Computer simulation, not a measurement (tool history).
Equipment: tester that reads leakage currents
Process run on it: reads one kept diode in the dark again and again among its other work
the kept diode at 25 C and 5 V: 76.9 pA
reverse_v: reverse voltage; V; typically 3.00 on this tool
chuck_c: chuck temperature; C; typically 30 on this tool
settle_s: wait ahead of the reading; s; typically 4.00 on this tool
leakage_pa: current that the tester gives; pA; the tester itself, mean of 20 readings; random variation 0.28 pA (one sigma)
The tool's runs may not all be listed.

run    hour  reverse_v  chuck_c  settle_s  leakage_pa
  1     0.0       3.00       30      4.00       91.67
      123.2  -- chuck's temperature calibrated
  2   143.1       1.34       30      4.00       58.33
  3   229.3       3.00       30      4.00       90.96
  4   339.1       3.00       30      7.26       90.98
  5   509.6      12.58       30      7.26      202.95
  6   595.3       3.00       30      4.00       90.23
      744.9  -- probe card cleaned and baked
  7   772.9       3.00       30      4.00       87.63
  8   896.2       3.00       30      4.00       87.07
      908.6  -- tester calibrated
      924.0  -- chuck's temperature calibrated, once more
  9  1015.7       3.00       29      0.82       84.55
 10  1142.6       3.00       54      1.78      686.14
 11  1226.7       3.00       50      6.53      498.51
 12  1400.4       7.40       36      0.70      255.17
 13  1571.6       2.00       43      3.25      225.40
 14  1725.1       3.00       30      2.26       91.29
 15  1846.9       8.49       31      0.33      177.14
 16  1945.5       1.95       31      4.00       78.17

What would each run have given without the hidden state, its run-to-run variation left as it was?
Hidden state at play: stray current of the dirty probe card, pA a volt; current scale over the true one, %; true chuck temperature over the reading, C; drift of the gauge itself on leakage_pa, %.
run  leakage_pa
  1       91.91
  2       59.42
  3       92.10
  4       92.34
  5      201.90
  6       92.10
  7       92.33
  8       91.99
  9       84.26
 10      686.53
 11      499.70
 12      256.51
 13      227.76
 14       92.39
 15      179.41
 16       79.56
